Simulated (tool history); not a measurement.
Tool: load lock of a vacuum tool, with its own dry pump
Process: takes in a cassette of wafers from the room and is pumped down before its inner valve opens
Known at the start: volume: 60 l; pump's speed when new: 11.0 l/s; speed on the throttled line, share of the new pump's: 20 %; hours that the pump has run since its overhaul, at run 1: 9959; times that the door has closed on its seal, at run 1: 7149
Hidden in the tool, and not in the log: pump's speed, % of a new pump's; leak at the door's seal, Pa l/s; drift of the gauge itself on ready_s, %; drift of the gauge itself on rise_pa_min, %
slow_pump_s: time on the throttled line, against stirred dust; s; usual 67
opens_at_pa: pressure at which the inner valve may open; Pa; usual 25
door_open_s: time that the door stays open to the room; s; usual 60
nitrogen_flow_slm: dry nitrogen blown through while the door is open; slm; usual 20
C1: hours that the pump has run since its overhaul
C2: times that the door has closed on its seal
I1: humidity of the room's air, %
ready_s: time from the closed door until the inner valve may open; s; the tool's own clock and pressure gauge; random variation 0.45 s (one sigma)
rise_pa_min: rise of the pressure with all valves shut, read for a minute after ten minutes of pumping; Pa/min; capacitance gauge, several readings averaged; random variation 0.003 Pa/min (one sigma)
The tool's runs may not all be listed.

Run 1, hour 0: usual settings; C1 9959; C2 7149; I1 44.4. Result: ready_s 101.3 s, rise_pa_min 0.046 Pa/min.
Run 2, hour 82.7: usual settings; C1 10041; C2 7371; I1 42.5. Result: ready_s 101.6 s, rise_pa_min 0.044 Pa/min.
Run 3, hour 174.2: usual settings; C1 10133; C2 7617; I1 46.5. Result: ready_s 101.1 s, rise_pa_min 0.051 Pa/min.
Run 4, hour 255.2: usual settings but slow_pump_s 60 s; C1 10214; C2 7834; I1 42.9. Result: ready_s 96.3 s, rise_pa_min 0.053 Pa/min.
Run 5, hour 358.3: usual settings but slow_pump_s 60 s; C1 10317; C2 8112; I1 45.8. Result: ready_s 96.3 s, rise_pa_min 0.051 Pa/min.
Run 6, hour 421.9: usual settings but slow_pump_s 60 s; C1 10381; C2 8283; I1 40.6. Result: ready_s 96.2 s, rise_pa_min 0.05 Pa/min.
Run 7, hour 524.9: usual settings but slow_pump_s 60 s; C1 10484; C2 8559; I1 46.8. Result: ready_s 96.3 s, rise_pa_min 0.054 Pa/min.
Run 8, hour 602.1: usual settings but slow_pump_s 60 s; C1 10561; C2 8767; I1 45.5. Result: ready_s 95.3 s, rise_pa_min 0.049 Pa/min.
Run 9, hour 677.4: usual settings but slow_pump_s 83 s; C1 10636; C2 8969; I1 43.7. Result: ready_s 114.3 s, rise_pa_min 0.053 Pa/min.
Run 10, hour 767.3: usual settings but slow_pump_s 83 s; C1 10726; C2 9211; I1 45.9. Result: ready_s 113.7 s, rise_pa_min 0.057 Pa/min.
Run 11, hour 839.7: usual settings but slow_pump_s 83 s; C1 10798; C2 9405; I1 47.2. Result: ready_s 114.4 s, rise_pa_min 0.06 Pa/min.
Run 12, hour 930.7: usual settings but door_open_s 147 s; C1 10889; C2 9650; I1 42.4. Result: ready_s 101 s, rise_pa_min 0.063 Pa/min.
Run 13, hour 978.5: usual settings but door_open_s 147 s; C1 10937; C2 9778; I1 43.9. Result: ready_s 101.2 s, rise_pa_min 0.067 Pa/min.
Run 14, hour 1067.2: usual settings but door_open_s 147 s; C1 11026; C2 10017; I1 45.1. Result: ready_s 101.1 s, rise_pa_min 0.066 Pa/min.
Run 15, hour 1162.9: usual settings but door_open_s 147 s; C1 11122; C2 10274; I1 44.1. Result: ready_s 101.7 s, rise_pa_min 0.068 Pa/min.
Run 16, hour 1264.7: usual settings but door_open_s 147 s; C1 11223; C2 10547; I1 43.7. Result: ready_s 101.8 s, rise_pa_min 0.064 Pa/min.
Run 17, hour 1330.8: usual settings but door_open_s 167 s; C1 11290; C2 10725; I1 43.4. Result: ready_s 101.6 s, rise_pa_min 0.068 Pa/min.
Run 18, hour 1417.7: usual settings but door_open_s 167 s; C1 11376; C2 10959; I1 44.2. Result: ready_s 101.6 s, rise_pa_min 0.072 Pa/min.
Run 19, hour 1486.8: usual settings; C1 11445; C2 11144; I1 46.2. Result: ready_s 101.5 s, rise_pa_min 0.058 Pa/min.
Run 20, hour 1545: usual settings; C1 11504; C2 11301; I1 45.1. Result: ready_s 102.3 s, rise_pa_min 0.064 Pa/min.
Run 21, hour 1619.7: usual settings but opens_at_pa 19 Pa, nitrogen_flow_slm 21 slm; C1 11578; C2 11501; I1 43.8. Result: ready_s 102.6 s, rise_pa_min 0.062 Pa/min.
Run 22, hour 1704.8: usual settings but opens_at_pa 19 Pa, nitrogen_flow_slm 21 slm; C1 11663; C2 11730; I1 45.9. Result: ready_s 103.2 s, rise_pa_min 0.062 Pa/min.
Run 23, hour 1753.4: usual settings but opens_at_pa 19 Pa, nitrogen_flow_slm 21 slm; C1 11712; C2 11861; I1 44.4. Result: ready_s 103.8 s, rise_pa_min 0.052 Pa/min.
Run 24, hour 1821: usual settings but opens_at_pa 19 Pa, nitrogen_flow_slm 21 slm; C1 11780; C2 12042; I1 48. Result: ready_s 103.6 s, rise_pa_min 0.068 Pa/min.
Run 25, hour 1891.9: usual settings but slow_pump_s 57 s; C1 11851; C2 12233; I1 50.5. Result: ready_s 93.7 s, rise_pa_min 0.067 Pa/min.
Run 26, hour 1977.6: usual settings but slow_pump_s 38 s, opens_at_pa 26 Pa, nitrogen_flow_slm 27 slm; C1 11936; C2 12463; I1 42.3. Result: ready_s 78.7 s, rise_pa_min 0.062 Pa/min.
Run 27, hour 2089: usual settings but slow_pump_s 38 s, opens_at_pa 26 Pa, nitrogen_flow_slm 27 slm; C1 12048; C2 12763; I1 47.5. Result: ready_s 79.4 s, rise_pa_min 0.066 Pa/min.
Run 28, hour 2175.3: usual settings but slow_pump_s 119 s, nitrogen_flow_slm 11 slm; C1 12134; C2 12995; I1 43.5. Result: ready_s 142.9 s, rise_pa_min 0.078 Pa/min.
Run 29, hour 2264.5: usual settings but slow_pump_s 55 s, opens_at_pa 35 Pa, door_open_s 206 s, nitrogen_flow_slm 36 slm; C1 12223; C2 13234; I1 42. Result: ready_s 90.3 s, rise_pa_min 0.065 Pa/min.
Run 30, hour 2353.9: usual settings but slow_pump_s 104 s, opens_at_pa 35 Pa, door_open_s 206 s, nitrogen_flow_slm 36 slm; C1 12313; C2 13475; I1 47.9. Result: ready_s 129 s, rise_pa_min 0.075 Pa/min.
Run 31, hour 2466.9: usual settings but slow_pump_s 60 s, opens_at_pa 23 Pa, door_open_s 26 s, nitrogen_flow_slm 8 slm; C1 12426; C2 13778; I1 42.6. Result: ready_s 96.9 s, rise_pa_min 0.074 Pa/min.
Run 32, hour 2520.6: usual settings but slow_pump_s 60 s, opens_at_pa 23 Pa, door_open_s 26 s, nitrogen_flow_slm 8 slm; C1 12479; C2 13922; I1 47.7. Result: ready_s 97.8 s, rise_pa_min 0.078 Pa/min.
Run 33, hour 2636.4: usual settings but slow_pump_s 60 s, opens_at_pa 23 Pa, door_open_s 26 s, nitrogen_flow_slm 8 slm; C1 12595; C2 14234; I1 42.9. Result: ready_s 97.4 s, rise_pa_min 0.073 Pa/min.
Run 34, hour 2743.7: usual settings but slow_pump_s 66 s, opens_at_pa 23 Pa, door_open_s 26 s, nitrogen_flow_slm 8 slm; C1 12702; C2 14522; I1 47.1. Result: ready_s 102.3 s, rise_pa_min 0.08 Pa/min.
Run 35, hour 2845.9: usual settings but slow_pump_s 66 s, opens_at_pa 23 Pa, door_open_s 26 s, nitrogen_flow_slm 8 slm; C1 12805; C2 14797; I1 46.7. Result: ready_s 102 s, rise_pa_min 0.083 Pa/min.
Run 36, hour 2905.1: usual settings but door_open_s 83 s; C1 12864; C2 14956; I1 43.8. Result: ready_s 102.7 s, rise_pa_min 0.085 Pa/min.
Run 37, hour 3013.9: usual settings but door_open_s 83 s; C1 12973; C2 15248; I1 43.6. Result: ready_s 101.4 s, rise_pa_min 0.081 Pa/min.
Run 38, hour 3128.8: usual settings but opens_at_pa 48 Pa, door_open_s 83 s, nitrogen_flow_slm 15 slm; C1 13087; C2 15557; I1 45.1. Result: ready_s 98.4 s, rise_pa_min 0.088 Pa/min.

3 ways to go on from here, each from the tool as it stands after run 38. What would each give?
Run A, hour 3224.1: usual settings but door_open_s 53 s, nitrogen_flow_slm 9 slm; C1 13183; C2 15813; I1 49. Result: ready_s ?, rise_pa_min ?.
Run B, hour 3224.1: usual settings but opens_at_pa 34 Pa, door_open_s 28 s, nitrogen_flow_slm 10 slm; C1 13183; C2 15813; I1 46. Result: ready_s ?, rise_pa_min ?.
Run C, hour 3224.1: usual settings but opens_at_pa 48 Pa, door_open_s 40 s, nitrogen_flow_slm 15 slm; C1 13183; C2 15813; I1 45.9. Result: ready_s ?, rise_pa_min ?.

run  ready_s  rise_pa_min
  A    101.5         0.09
  B    100.7        0.083
  C     98.2        0.082
Without the tool's hidden state the same runs would have given:
run  ready_s  rise_pa_min
  A     98.2        0.035
  B     97.5        0.029
  C     95.3        0.027
